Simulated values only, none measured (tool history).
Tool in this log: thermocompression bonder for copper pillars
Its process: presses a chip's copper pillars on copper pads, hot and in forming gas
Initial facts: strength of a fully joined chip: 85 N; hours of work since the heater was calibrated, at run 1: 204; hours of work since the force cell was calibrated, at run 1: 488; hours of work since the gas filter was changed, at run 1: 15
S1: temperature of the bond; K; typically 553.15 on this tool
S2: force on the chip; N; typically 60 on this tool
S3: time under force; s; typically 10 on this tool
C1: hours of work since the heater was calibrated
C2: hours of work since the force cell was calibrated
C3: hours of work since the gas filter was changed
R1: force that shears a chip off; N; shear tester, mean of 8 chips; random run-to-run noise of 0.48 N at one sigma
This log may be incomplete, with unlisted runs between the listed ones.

| run | hour | S1 | S2 | S3 | C1 | C2 | C3 | R1 |
|---|---|---|---|---|---|---|---|---|
| 1 | 0 | 553.15 | 60 | 10 | 204 | 488 | 15 | 61.1 |
| 2 | 9 | 553.15 | 60 | 10 | 211 | 494 | 21 | 61.1 |
| 3 | 16.7 | 553.15 | 60 | 10 | 217 | 500 | 27 | 61.1 |
| 4 | 28.1 | 553.15 | 60 | 10 | 226 | 509 | 36 | 59.9 |
| 5 | 38.1 | 553.15 | 60 | 10 | 233 | 516 | 44 | 60.5 |
| 6 | 44.3 | 553.15 | 60 | 10 | 238 | 521 | 48 | 60.2 |
| 7 | 52.7 | 553.15 | 60 | 10 | 244 | 527 | 55 | 59.6 |
| 8 | 58.7 | 553.15 | 60 | 10 | 249 | 532 | 59 | 59.9 |
| 9 | 63.6 | 553.15 | 60 | 10 | 252 | 536 | 63 | 59.6 |
| 10 | 72.5 | 553.15 | 60 | 10 | 259 | 542 | 70 | 59.8 |
| 11 | 79.1 | 553.15 | 60 | 10 | 264 | 547 | 75 | 58.8 |
| 12 | 86.2 | 553.15 | 60 | 22 | 270 | 553 | 80 | 68.8 |
| 13 | 92.2 | 553.15 | 60 | 22 | 274 | 557 | 84 | 69.2 |
| 14 | 100.1 | 553.15 | 60 | 22 | 280 | 563 | 90 | 68.8 |
| 15 | 105.6 | 553.15 | 60 | 10 | 284 | 567 | 95 | 58.6 |
| 16 | 112.9 | 553.15 | 60 | 10 | 290 | 573 | 100 | 59.2 |
| 17 | 119.7 | 553.15 | 60 | 10 | 295 | 578 | 105 | 58.8 |
| 18 | 131.2 | 553.15 | 60 | 10 | 304 | 587 | 114 | 58.6 |
| 19 | 137.4 | 553.15 | 60 | 10 | 308 | 592 | 119 | 58.4 |
| 20 | 146.9 | 553.15 | 60 | 10 | 316 | 599 | 126 | 57.7 |
|  | 150.6 | forming gas filter changed |
| 21 | 156 | 527.15 | 56 | 17 | 322 | 605 | 4 | 55.3 |
| 22 | 162.9 | 527.15 | 42 | 9 | 327 | 610 | 9 | 35.9 |
| 23 | 171.8 | 527.15 | 73 | 9 | 334 | 617 | 16 | 54.4 |
| 24 | 178.8 | 530.15 | 73 | 19 | 339 | 622 | 21 | 67.4 |
| 25 | 185.9 | 539.15 | 67 | 27 | 345 | 628 | 27 | 72.8 |
| 26 | 192.6 | 567.15 | 76 | 10 | 350 | 633 | 32 | 73.7 |
| 27 | 202.9 | 567.15 | 76 | 10 | 358 | 641 | 40 | 73.3 |
| 28 | 209.1 | 567.15 | 76 | 10 | 362 | 645 | 44 | 72.3 |
| 29 | 215.5 | 581.15 | 50 | 20 | 367 | 650 | 49 | 74.4 |
| 30 | 225.4 | 581.15 | 50 | 20 | 375 | 658 | 57 | 73.8 |
| 31 | 236.5 | 581.15 | 50 | 20 | 383 | 666 | 65 | 74.5 |
| 32 | 245.4 | 581.15 | 50 | 10 | 390 | 673 | 72 | 66.2 |
| 33 | 251.1 | 581.15 | 50 | 10 | 394 | 677 | 76 | 65 |

The next listed run, before its measurement:
| 34 | 256.3 | 567.15 | 49 | 10 | 398 | 681 | 80 | ? |

{"run 34": {"R1": 58.3}}
Without the tool's hidden state the same run would have given R1 57.1 N.
